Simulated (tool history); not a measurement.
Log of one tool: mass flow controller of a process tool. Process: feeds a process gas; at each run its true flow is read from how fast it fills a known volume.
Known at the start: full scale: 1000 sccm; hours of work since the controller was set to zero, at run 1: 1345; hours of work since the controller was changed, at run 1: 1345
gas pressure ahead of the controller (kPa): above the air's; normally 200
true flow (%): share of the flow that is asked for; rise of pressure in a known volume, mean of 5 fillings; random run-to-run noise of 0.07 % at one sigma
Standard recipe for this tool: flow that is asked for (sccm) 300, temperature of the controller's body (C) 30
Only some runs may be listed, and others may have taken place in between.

| run | hour | flow that is asked for (sccm) | gas pressure ahead of the controller (kPa) | temperature of the controller's body (C) | hours of work since the controller was set to zero | hours of work since the controller was changed | true flow (%) |
|---|---|---|---|---|---|---|---|
| 1 | 0.0 | 300 | 200 | 30 | 1345 | 1345 | 97.51 |
| 2 | 104.4 | 300 | 200 | 30 | 1427 | 1427 | 97.42 |
| 3 | 234.5 | 300 | 200 | 30 | 1529 | 1529 | 97.32 |
| 4 | 431.8 | 300 | 200 | 30 | 1684 | 1684 | 97.42 |
| 5 | 528.6 | 160 | 200 | 30 | 1760 | 1760 | 97.00 |
| 6 | 621.2 | 160 | 177 | 30 | 1833 | 1833 | 97.23 |
| 7 | 770.1 | 160 | 177 | 30 | 1950 | 1950 | 97.11 |
| 8 | 915.0 | 300 | 200 | 30 | 2064 | 2064 | 97.60 |
| 9 | 1114.3 | 300 | 200 | 30 | 2221 | 2221 | 97.41 |
| 10 | 1232.9 | 300 | 200 | 30 | 2314 | 2314 | 97.39 |
| 11 | 1330.7 | 300 | 200 | 30 | 2391 | 2391 | 97.48 |
| 12 | 1415.1 | 300 | 200 | 30 | 2457 | 2457 | 97.39 |
| 13 | 1567.4 | 300 | 200 | 20 | 2577 | 2577 | 98.62 |
| 14 | 1720.7 | 300 | 249 | 30 | 2698 | 2698 | 97.24 |
| 15 | 1883.8 | 116 | 249 | 30 | 2826 | 2826 | 96.60 |
| 16 | 2067.2 | 116 | 249 | 30 | 2970 | 2970 | 96.54 |
| 17 | 2257.1 | 300 | 200 | 30 | 3120 | 3120 | 97.32 |
| 18 | 2419.4 | 300 | 200 | 30 | 3247 | 3247 | 97.33 |
| 19 | 2565.4 | 300 | 200 | 28 | 3362 | 3362 | 97.74 |
| 20 | 2741.4 | 300 | 200 | 30 | 3500 | 3500 | 97.36 |
| 21 | 2920.2 | 300 | 200 | 30 | 3641 | 3641 | 97.52 |
| 22 | 3077.1 | 300 | 200 | 30 | 3764 | 3764 | 97.42 |
| 23 | 3258.3 | 300 | 200 | 30 | 3907 | 3907 | 97.41 |
| 24 | 3376.1 | 300 | 200 | 30 | 3999 | 3999 | 97.51 |
| 25 | 3480.3 | 300 | 145 | 30 | 4081 | 4081 | 97.74 |
| 26 | 3581.6 | 300 | 200 | 21 | 4161 | 4161 | 98.35 |
| 27 | 3711.3 | 360 | 200 | 29 | 4263 | 4263 | 97.71 |
| 28 | 3846.6 | 800 | 244 | 31 | 4370 | 4370 | 98.50 |
| 29 | 4040.2 | 800 | 244 | 31 | 4522 | 4522 | 98.48 |
| 30 | 4174.0 | 918 | 200 | 30 | 4627 | 4627 | 99.18 |
| 31 | 4289.3 | 918 | 200 | 30 | 4718 | 4718 | 99.15 |
| 32 | 4466.2 | 300 | 168 | 38 | 4857 | 4857 | 96.75 |
| 33 | 4654.1 | 131 | 239 | 36 | 5005 | 5005 | 96.23 |
| 34 | 4740.2 | 644 | 157 | 30 | 5072 | 5072 | 98.77 |
| 35 | 4890.0 | 644 | 157 | 30 | 5190 | 5190 | 98.71 |
| 36 | 5036.6 | 644 | 157 | 30 | 5305 | 5305 | 98.61 |
| 37 | 5218.4 | 138 | 200 | 22 | 5448 | 5448 | 97.86 |
|  | 5314.3 | controller's zero set anew |
| 38 | 5356.8 | 138 | 200 | 22 | 33 | 5557 | 97.77 |
| 39 | 5453.7 | 423 | 229 | 37 | 110 | 5633 | 96.75 |
| 40 | 5593.1 | 219 | 246 | 28 | 219 | 5743 | 97.22 |
| 41 | 5772.9 | 300 | 228 | 30 | 361 | 5884 | 97.46 |
| 42 | 5909.5 | 300 | 228 | 30 | 468 | 5991 | 97.36 |
| 43 | 6066.0 | 216 | 235 | 26 | 591 | 6114 | 97.55 |
| 44 | 6228.9 | 606 | 275 | 30 | 719 | 6243 | 97.90 |
| 45 | 6364.5 | 606 | 275 | 30 | 826 | 6349 | 97.96 |
| 46 | 6561.6 | 606 | 275 | 30 | 981 | 6504 | 97.90 |
| 47 | 6651.2 | 606 | 275 | 30 | 1051 | 6575 | 97.90 |
| 48 | 6803.9 | 100 | 150 | 23 | 1171 | 6695 | 97.95 |
| 49 | 6956.6 | 100 | 150 | 23 | 1292 | 6815 | 97.87 |

What differs in the tool's unlogged condition from the final listed run ahead of each entry between runs to the first listed run following it?
From run 37 to run 38: controller's zero set anew (hour 5314.3)
  flow at rest that the sensor doesn't see, % of full scale: 0.003 -> 0

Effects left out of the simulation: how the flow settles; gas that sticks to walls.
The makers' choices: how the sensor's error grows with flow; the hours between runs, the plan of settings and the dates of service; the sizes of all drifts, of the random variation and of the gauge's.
